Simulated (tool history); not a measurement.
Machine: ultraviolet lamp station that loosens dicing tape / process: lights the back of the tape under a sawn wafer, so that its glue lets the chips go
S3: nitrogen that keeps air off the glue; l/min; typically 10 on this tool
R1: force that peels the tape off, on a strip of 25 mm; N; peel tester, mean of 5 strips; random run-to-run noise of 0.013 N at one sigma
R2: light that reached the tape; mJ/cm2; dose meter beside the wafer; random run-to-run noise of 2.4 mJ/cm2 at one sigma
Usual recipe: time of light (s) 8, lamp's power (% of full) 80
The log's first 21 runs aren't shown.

{"run": 22, "hour": 311.8, "time of light (s)": 6, "lamp's power (% of full)": 80, "S3": 3, "R1": 1.986, "R2": 173}
{"run": 23, "hour": 325.0, "time of light (s)": 9, "lamp's power (% of full)": 77, "S3": 3, "R1": 1.382, "R2": 241}
{"run": 24, "hour": 346.1, "time of light (s)": 9, "lamp's power (% of full)": 88, "S3": 3, "R1": 1.265, "R2": 276}
{"run": 25, "hour": 362.9, "time of light (s)": 9, "lamp's power (% of full)": 88, "S3": 3, "R1": 1.239, "R2": 274}
{"run": 26, "hour": 374.3, "time of light (s)": 14, "lamp's power (% of full)": 80, "S3": 10, "R1": 0.374, "R2": 381}
{"run": 27, "hour": 392.0, "time of light (s)": 5, "lamp's power (% of full)": 61, "S3": 10, "R1": 1.96, "R2": 105}
{"run": 28, "hour": 410.3, "time of light (s)": 9, "lamp's power (% of full)": 61, "S3": 10, "R1": 1.11, "R2": 184}
{"run": 29, "hour": 424.2, "time of light (s)": 9, "lamp's power (% of full)": 91, "S3": 3, "R1": 1.253, "R2": 274}
{"hour": 437.8, "done": "window cleaned of glue's vapour"}
{"run": 30, "hour": 440.2, "time of light (s)": 8, "lamp's power (% of full)": 86, "S3": 10, "R1": 0.664, "R2": 263}
{"run": 31, "hour": 452.6, "time of light (s)": 9, "lamp's power (% of full)": 61, "S3": 10, "R1": 0.941, "R2": 210}
{"run": 32, "hour": 462.1, "time of light (s)": 4, "lamp's power (% of full)": 71, "S3": 10, "R1": 1.937, "R2": 109}
{"run": 33, "hour": 473.3, "time of light (s)": 11, "lamp's power (% of full)": 72, "S3": 10, "R1": 0.559, "R2": 295}
{"run": 34, "hour": 486.8, "time of light (s)": 8, "lamp's power (% of full)": 86, "S3": 12, "R1": 0.619, "R2": 262}
{"run": 35, "hour": 497.4, "time of light (s)": 4, "lamp's power (% of full)": 79, "S3": 12, "R1": 1.622, "R2": 118}
{"run": 36, "hour": 513.0, "time of light (s)": 8, "lamp's power (% of full)": 62, "S3": 17, "R1": 0.889, "R2": 184}
{"run": 37, "hour": 533.8, "time of light (s)": 8, "lamp's power (% of full)": 94, "S3": 16, "R1": 0.479, "R2": 276}
{"run": 38, "hour": 550.0, "time of light (s)": 10, "lamp's power (% of full)": 83, "S3": 10, "R1": 0.548, "R2": 303}
{"run": 39, "hour": 567.3, "time of light (s)": 10, "lamp's power (% of full)": 83, "S3": 10, "R1": 0.545, "R2": 306}
{"run": 40, "hour": 578.9, "time of light (s)": 12, "lamp's power (% of full)": 66, "S3": 10, "R1": 0.62, "R2": 287}
{"run": 41, "hour": 599.5, "time of light (s)": 15, "lamp's power (% of full)": 93, "S3": 4, "R1": 0.442, "R2": 495}
{"run": 42, "hour": 612.3, "time of light (s)": 4, "lamp's power (% of full)": 63, "S3": 10, "R1": 2.237, "R2": 91}
{"run": 43, "hour": 627.9, "time of light (s)": 8, "lamp's power (% of full)": 77, "S3": 10, "R1": 0.849, "R2": 222}

What if the next run were any one of these 3? Each begins from the tool's condition after run 43:
{"run": "A", "hour": 641.9, "time of light (s)": 8, "lamp's power (% of full)": 94, "S3": 10, "R1": "?", "R2": "?"}
{"run": "B", "hour": 641.9, "time of light (s)": 8, "lamp's power (% of full)": 80, "S3": 12, "R1": "?", "R2": "?"}
{"run": "C", "hour": 641.9, "time of light (s)": 15, "lamp's power (% of full)": 67, "S3": 11, "R1": "?", "R2": "?"}

run=A R1=0.680 R2=261
run=B R1=0.785 R2=225
run=C R1=0.420 R2=349
Had the tool no hidden state, the same runs would have come out as:
run=A R1=0.481 R2=327
run=B R1=0.558 R2=281
run=C R1=0.307 R2=436

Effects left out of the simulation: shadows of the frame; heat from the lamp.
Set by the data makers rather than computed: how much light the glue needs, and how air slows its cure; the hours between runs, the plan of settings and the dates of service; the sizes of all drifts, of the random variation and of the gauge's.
